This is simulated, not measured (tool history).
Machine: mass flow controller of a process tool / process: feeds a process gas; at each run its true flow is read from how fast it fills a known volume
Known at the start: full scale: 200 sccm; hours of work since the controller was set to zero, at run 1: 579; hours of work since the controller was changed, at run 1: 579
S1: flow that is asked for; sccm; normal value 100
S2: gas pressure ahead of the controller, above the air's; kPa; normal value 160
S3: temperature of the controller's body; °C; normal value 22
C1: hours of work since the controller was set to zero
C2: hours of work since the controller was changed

Run 1, hour 0.0: usual settings; C1 579; C2 579. Result: true flow (%) 98.77.
Run 2, hour 153.0: usual settings; C1 668; C2 668. Result: true flow (%) 99.00.
Run 3, hour 292.0: usual settings; C1 749; C2 749. Result: true flow (%) 98.99.
Run 4, hour 451.0: usual settings but S3 30 °C; C1 842; C2 842. Result: true flow (%) 98.45.
Run 5, hour 542.5: usual settings but S3 30 °C; C1 896; C2 896. Result: true flow (%) 98.54.
Run 6, hour 646.8: usual settings but S3 30 °C; C1 957; C2 957. Result: true flow (%) 98.44.
Run 7, hour 771.8: usual settings but S3 30 °C; C1 1030; C2 1030. Result: true flow (%) 98.38.
Run 8, hour 907.1: usual settings but S3 30 °C; C1 1109; C2 1109. Result: true flow (%) 98.51.
Run 9, hour 1011.8: usual settings but S1 43 sccm, S2 272 kPa, S3 37 °C; C1 1170; C2 1170. Result: true flow (%) 96.00.
Run 10, hour 1088.0: usual settings but S1 43 sccm, S2 272 kPa, S3 37 °C; C1 1215; C2 1215. Result: true flow (%) 96.07.
Run 11, hour 1179.7: usual settings but S1 43 sccm, S2 272 kPa, S3 37 °C; C1 1268; C2 1268. Result: true flow (%) 95.94.
Run 12, hour 1256.0: usual settings but S1 38 sccm, S2 193 kPa, S3 26 °C; C1 1313; C2 1313. Result: true flow (%) 97.16.
Run 13, hour 1376.0: usual settings but S1 104 sccm, S2 164 kPa, S3 24 °C; C1 1383; C2 1383. Result: true flow (%) 99.01.
Run 14, hour 1449.1: usual settings but S1 104 sccm, S2 164 kPa, S3 24 °C; C1 1426; C2 1426. Result: true flow (%) 98.93.
Run 15, hour 1598.7: usual settings but S1 90 sccm, S2 276 kPa, S3 25 °C; C1 1513; C2 1513. Result: true flow (%) 97.76.
Run 16, hour 1694.5: usual settings but S1 90 sccm, S2 169 kPa, S3 21 °C; C1 1569; C2 1569. Result: true flow (%) 98.85.

Predict each of these 3 candidate next runs independently; none follows another, all start after run 16:
Run A, hour 1857.3: usual settings but S1 35 sccm, S2 169 kPa, S3 21 °C; C1 1664; C2 1664. Result: true flow (%) ?.
Run B, hour 1857.3: usual settings but S2 181 kPa, S3 36 °C; C1 1664; C2 1664. Result: true flow (%) ?.
Run C, hour 1857.3: usual settings but S3 21 °C; C1 1664; C2 1664. Result: true flow (%) ?.

run  true flow (%)
  A          97.55
  B          98.01
  C          99.10
Without the tool's hidden state the same runs would have given:
run  true flow (%)
  A          97.95
  B          97.93
  C          99.02
